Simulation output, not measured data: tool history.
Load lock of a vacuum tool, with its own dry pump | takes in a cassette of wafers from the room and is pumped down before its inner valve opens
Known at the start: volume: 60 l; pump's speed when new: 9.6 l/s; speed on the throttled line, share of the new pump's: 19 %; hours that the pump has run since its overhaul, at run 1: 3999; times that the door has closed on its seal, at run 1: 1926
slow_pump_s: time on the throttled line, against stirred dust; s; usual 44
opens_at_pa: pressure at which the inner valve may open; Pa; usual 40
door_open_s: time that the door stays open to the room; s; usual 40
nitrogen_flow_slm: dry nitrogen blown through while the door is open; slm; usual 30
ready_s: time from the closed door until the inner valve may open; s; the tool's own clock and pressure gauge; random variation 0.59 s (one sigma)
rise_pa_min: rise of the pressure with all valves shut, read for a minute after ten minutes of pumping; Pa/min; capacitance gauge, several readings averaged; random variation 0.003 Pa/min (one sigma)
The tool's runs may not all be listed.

run    hour  slow_pump_s  opens_at_pa  door_open_s  nitrogen_flow_slm  hours that the pump has run since its overhaul  times that the door has closed on its seal  incoming humidity of the room's air, %  ready_s  rise_pa_min
  1       0           44           40           40                 30                                            3999                                        1926                                    42.4     86.8         0.02
  2      58           44           40           40                 30                                            4057                                        2197                                    47.7     86.9        0.021
  3   170.3           44           40           40                 30                                            4169                                        2721                                    41.9     86.3        0.018
  4   297.4           81           40           40                 30                                            4296                                        3314                                    47.2    116.6         0.02
  5   357.7           44           40           40                 30                                            4356                                        3596                                    50.6     85.3         0.02
  6   440.6           44           40           40                 30                                            4439                                        3983                                    41.9     87.7        0.023
  7     509           44           40           40                 30                                            4508                                        4302                                    43.7     86.5        0.022
  8   574.1           44           40           40                 30                                            4573                                        4606                                    48.7     86.4        0.021
  9     673           44           40           40                 30                                            4672                                        5067                                      42     86.3        0.028
 10   741.2           44           40           40                 30                                            4740                                        5385                                      46     85.5        0.031
 11   806.4           44           36           40                 30                                            4805                                        5690                                    43.4     88.3        0.026
 12   877.6           44           40           40                 25                                            4876                                        6022                                    48.1     86.5        0.035
 13     995           44           40           40                  7                                            4994                                        6570                                    41.7     87.1         0.04
 14  1050.9           44           40           40                  7                                            5050                                        6830                                    43.7     87.6        0.045
 15  1141.4           44           40           40                  7                                            5140                                        7253                                    46.3       87        0.036
 16  1265.9           44           40           40                  7                                            5265                                        7834                                    47.2     87.2        0.042
 17  1330.3           44           40           40                  7                                            5329                                        8135                                      48     87.6        0.043
 18  1428.7           44           40           40                  7                                            5427                                        8594                                    48.2     87.7        0.046
 19    1509           44           40           40                  7                                            5508                                        8969                                    43.8     86.9        0.045
 20  1573.8           37           58           40                  6                                            5573                                        9271                                    44.4     79.1        0.046
 21  1660.6           44           42           55                 30                                            5659                                        9676                                    44.5     86.6        0.036
 22  1729.3           32           29          186                 18                                            5728                                        9997                                      45     79.4        0.084
 23  1848.5           22           48           40                 30                                            5847                                       10553                                    42.6     68.2        0.032
 24  1929.5           44           40          121                 30                                            5928                                       10931                                    44.6     87.1         0.06
 25  2025.3           44           40          121                 30                                            6024                                       11378                                    45.1     87.5        0.052
 26  2087.3           44           40          121                 30                                            6086                                       11667                                    49.5     86.1        0.063
 27  2155.8           44           40          121                 30                                            6155                                       11987                                      44     86.9        0.058
 28  2212.5           44           42           40                 15                                            6211                                       12252                                    48.5     87.1        0.048
 29  2332.7           44           30           56                 21                                            6331                                       12812                                      44     89.9         0.05
 30  2430.3           44           40          165                 30                                            6429                                       13268                                    44.6     86.8        0.068
 31  2513.6           44           40          165                 30                                            6512                                       13657                                    50.2     87.3        0.079
 32  2628.2           44           40          165                 30                                            6627                                       14192                                    44.7     87.6        0.066
 33  2740.4           44           36           43                 30                                            6739                                       14715                                    42.2     87.3        0.053
 34  2803.5           44           36           43                 30                                            6802                                       15010                                    43.2     88.3        0.046
 35  2880.1           44           36           43                 30                                            6879                                       15367                                    44.8     88.1        0.055
 36  2941.8           44           36           43                 30                                            6941                                       15655                                    46.2     87.7        0.053

3 ways to go on from here, each from the tool as it stands after run 36. What would each give?
  A  3055.8           44           31           43                 30                                            7055                                       16187                                    46.4        ?            ?
  B  3055.8           30           49           43                 30                                            7055                                       16187                                    41.8        ?            ?
  C  3055.8           44           29           40                 30                                            7055                                       16187                                    45.2        ?            ?

run  ready_s  rise_pa_min
  A     88.3        0.059
  B     74.9        0.049
  C     90.4        0.056
Without the tool's hidden state the same runs would have given:
run  ready_s  rise_pa_min
  A     85.3        0.024
  B     71.9        0.013
  C     87.3        0.021
